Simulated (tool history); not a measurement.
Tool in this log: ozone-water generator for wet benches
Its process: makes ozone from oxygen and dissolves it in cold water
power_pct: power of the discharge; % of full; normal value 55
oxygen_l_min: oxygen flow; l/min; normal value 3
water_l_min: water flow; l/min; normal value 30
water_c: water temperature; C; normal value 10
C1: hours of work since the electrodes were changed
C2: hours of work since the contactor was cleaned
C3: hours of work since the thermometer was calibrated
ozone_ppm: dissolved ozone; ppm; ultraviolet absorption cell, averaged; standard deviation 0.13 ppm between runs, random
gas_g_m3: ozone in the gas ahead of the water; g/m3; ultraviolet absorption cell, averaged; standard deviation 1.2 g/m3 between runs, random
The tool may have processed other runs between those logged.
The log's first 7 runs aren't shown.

Run 8, hour 146.7: usual settings; C1 1047; C2 3208; C3 1781. Result: ozone_ppm 14.1 ppm, gas_g_m3 215.6 g/m3.
Run 9, hour 166.6: usual settings but power_pct 60 % of full; C1 1065; C2 3226; C3 1799. Result: ozone_ppm 15.1 ppm, gas_g_m3 228 g/m3.
Run 10, hour 180.9: usual settings; C1 1077; C2 3239; C3 1811. Result: ozone_ppm 14.1 ppm, gas_g_m3 214 g/m3.
Run 11, hour 210.1: usual settings; C1 1103; C2 3264; C3 1837. Result: ozone_ppm 14.2 ppm, gas_g_m3 217.7 g/m3.
Run 12, hour 228.3: usual settings; C1 1119; C2 3280; C3 1853. Result: ozone_ppm 14.1 ppm, gas_g_m3 213.7 g/m3.
Run 13, hour 243.1: usual settings; C1 1132; C2 3293; C3 1866. Result: ozone_ppm 13.7 ppm, gas_g_m3 216.3 g/m3.
Run 14, hour 267.9: usual settings; C1 1154; C2 3315; C3 1888. Result: ozone_ppm 13.9 ppm, gas_g_m3 215.7 g/m3.
Run 15, hour 288.1: usual settings; C1 1172; C2 3333; C3 1906. Result: ozone_ppm 13.9 ppm, gas_g_m3 214.7 g/m3.
Run 16, hour 315.4: usual settings; C1 1196; C2 3357; C3 1930. Result: ozone_ppm 14.4 ppm, gas_g_m3 211.3 g/m3.
Run 17, hour 338: usual settings; C1 1216; C2 3377; C3 1950. Result: ozone_ppm 14.1 ppm, gas_g_m3 214.7 g/m3.
Run 18, hour 354.5: usual settings but oxygen_l_min 2.42 l/min, water_l_min 19 l/min; C1 1230; C2 3392; C3 1965. Result: ozone_ppm 21 ppm, gas_g_m3 242.3 g/m3.
Run 19, hour 369.3: usual settings but power_pct 99 % of full, oxygen_l_min 3.82 l/min, water_l_min 38 l/min, water_c 6 C; C1 1243; C2 3405; C3 1978. Result: ozone_ppm 17.3 ppm, gas_g_m3 263.5 g/m3.
Run 20, hour 381.8: usual settings but power_pct 99 % of full, oxygen_l_min 3.82 l/min, water_l_min 38 l/min, water_c 12 C; C1 1254; C2 3416; C3 1989. Result: ozone_ppm 16.3 ppm, gas_g_m3 264.2 g/m3.
Run 21, hour 397.1: usual settings but power_pct 99 % of full, oxygen_l_min 2.2 l/min, water_l_min 27 l/min, water_c 6 C; C1 1268; C2 3429; C3 2002. Result: ozone_ppm 20.4 ppm, gas_g_m3 353.6 g/m3.
Run 22, hour 414.7: usual settings but power_pct 51 % of full, oxygen_l_min 1.58 l/min, water_l_min 42 l/min, water_c 7 C; C1 1283; C2 3445; C3 2018. Result: ozone_ppm 7.7 ppm, gas_g_m3 289.2 g/m3.
Run 23, hour 437: usual settings but oxygen_l_min 2.96 l/min, water_c 14 C; C1 1303; C2 3464; C3 2037. Result: ozone_ppm 13.8 ppm, gas_g_m3 214.2 g/m3.
Run 24, hour 459.7: usual settings but oxygen_l_min 2.96 l/min, water_c 14 C; C1 1323; C2 3484; C3 2057. Result: ozone_ppm 13.9 ppm, gas_g_m3 217.3 g/m3.
Run 25, hour 490.2: usual settings but oxygen_l_min 4.87 l/min, water_c 14 C; C1 1350; C2 3511; C3 2084. Result: ozone_ppm 15.4 ppm, gas_g_m3 165.9 g/m3.

Run 26 has not been measured yet. What should we expect?
Run 26, hour 505.4: usual settings but oxygen_l_min 4.87 l/min, water_c 14 C; C1 1363; C2 3525; C3 2098. Result: ozone_ppm ?, gas_g_m3 ?.

ozone_ppm: 15.4 ppm
gas_g_m3: 164.4 g/m3
The same run, on a tool lacking any hidden state, would have yielded ozone_ppm 15.4 ppm, gas_g_m3 167.8 g/m3.

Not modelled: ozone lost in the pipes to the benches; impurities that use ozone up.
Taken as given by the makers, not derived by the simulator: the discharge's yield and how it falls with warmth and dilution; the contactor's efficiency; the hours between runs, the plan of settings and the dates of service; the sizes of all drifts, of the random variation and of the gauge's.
